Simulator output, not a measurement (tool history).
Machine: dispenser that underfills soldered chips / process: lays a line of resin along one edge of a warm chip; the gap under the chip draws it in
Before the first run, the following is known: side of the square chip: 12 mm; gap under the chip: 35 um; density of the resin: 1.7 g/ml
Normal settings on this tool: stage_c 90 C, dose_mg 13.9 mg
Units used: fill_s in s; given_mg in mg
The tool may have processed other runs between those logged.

run,hour,stage_c,dose_mg,fill_s,given_mg
1,0,90,13.9,309.9,13.88
# hour 5.6: new syringe of resin
2,5.6,90,13.9,222.2,13.9
3,13.1,97,13.9,234.2,13.88
4,19.3,97,13.9,281.4,13.84
# hour 20.7: new syringe of resin
5,26.5,90,13.9,266.4,13.78
6,32.6,90,13.9,321.3,13.76
# hour 36.2: new syringe of resin
7,39.1,90,16.8,240.7,16.64
8,43.2,90,13.9,275.9,13.73
# hour 51.3: new syringe of resin
9,52,90,18,223.3,17.75
10,59.2,92,13.9,272.5,13.68
11,64.3,97,13.9,276.7,13.65
# hour 65.8: dispensing valve cleaned and set on the balance
# hour 67.4: new syringe of resin
12,71.5,97,13.9,203.3,13.87
13,78.1,102,13.9,225.2,13.84
# hour 82.6: new syringe of resin
14,86.8,102,18,176.6,17.88
15,92.6,102,18,210,17.83
# hour 97.7: new syringe of resin
16,100.6,102,18,167.8,17.81
17,104.6,102,18,189,17.75
18,111.1,90,13.9,337.5,13.73
# hour 113.1: new syringe of resin
19,115,90,13.9,230.8,13.71
20,119.9,77,15.1,407.7,14.9
21,126.8,77,15.1,497.1,14.86
# hour 128.6: new syringe of resin
22,131.4,99,12.9,184.1,12.7
23,135.4,99,12.9,208.3,12.66
24,140.1,103,12.9,219.7,12.65
# hour 141.8: dispensing valve cleaned and set on the balance
# hour 144.7: new syringe of resin
25,147.3,90,15.7,232,15.7
26,153.2,97,14.8,229.8,14.76
27,157.4,94,16.8,286.5,16.76
# hour 160: new syringe of resin
28,166.2,86,16.2,302.5,16.08
29,173.2,90,13.9,340.7,13.82
# hour 175.7: new syringe of resin
30,180.7,94,11.8,231,11.73
31,187.5,94,11.8,294,11.69
# hour 191: new syringe of resin
32,194.9,94,11.8,227.5,11.65
33,200.5,82,16.2,369.9,15.96
34,205.6,84,16.8,409.4,16.53
# hour 206.6: new syringe of resin
35,211.3,87,16.4,269.6,16.11
# hour 218.1: dispensing valve cleaned and set on the balance
36,221.1,101,13.9,242.9,13.86
# hour 223.4: new syringe of resin
37,225.5,80,16,308.2,16

Selected run-to-run steps in fill_s, each split into two signed amounts: the part the tool would show with no hidden state at all (from settings, incoming material and random variation), and the remainder, which goes to the hidden state together with any gauge scatter not common to the measured and the hidden-state-free results:
Hidden state present: resin's viscosity, % of fresh resin's; dose that the valve gives, % of what is set; true chip temperature over the reading, C; drift of the gauge itself on fill_s, %; drift of the gauge itself on given_mg, %.
Run 17 -> 18: stage_c 102 -> 90, dose_mg 18 -> 13.9. fill_s +148.5 s: hidden state +80.3, all else +68.2.
Run 18 -> 19: new syringe of resin. fill_s -106.7 s: hidden state -108.2, all else +1.5.
Run 19 -> 20: stage_c 90 -> 77, dose_mg 13.9 -> 15.1. fill_s +176.9 s: hidden state +63.5, all else +113.4.
Run 21 -> 22: stage_c 77 -> 99, dose_mg 15.1 -> 12.9, new syringe of resin. fill_s -313 s: hidden state -159, all else -154.
Run 34 -> 35: stage_c 84 -> 87, dose_mg 16.8 -> 16.4, new syringe of resin. fill_s -139.8 s: hidden state -117.9, all else -21.9.

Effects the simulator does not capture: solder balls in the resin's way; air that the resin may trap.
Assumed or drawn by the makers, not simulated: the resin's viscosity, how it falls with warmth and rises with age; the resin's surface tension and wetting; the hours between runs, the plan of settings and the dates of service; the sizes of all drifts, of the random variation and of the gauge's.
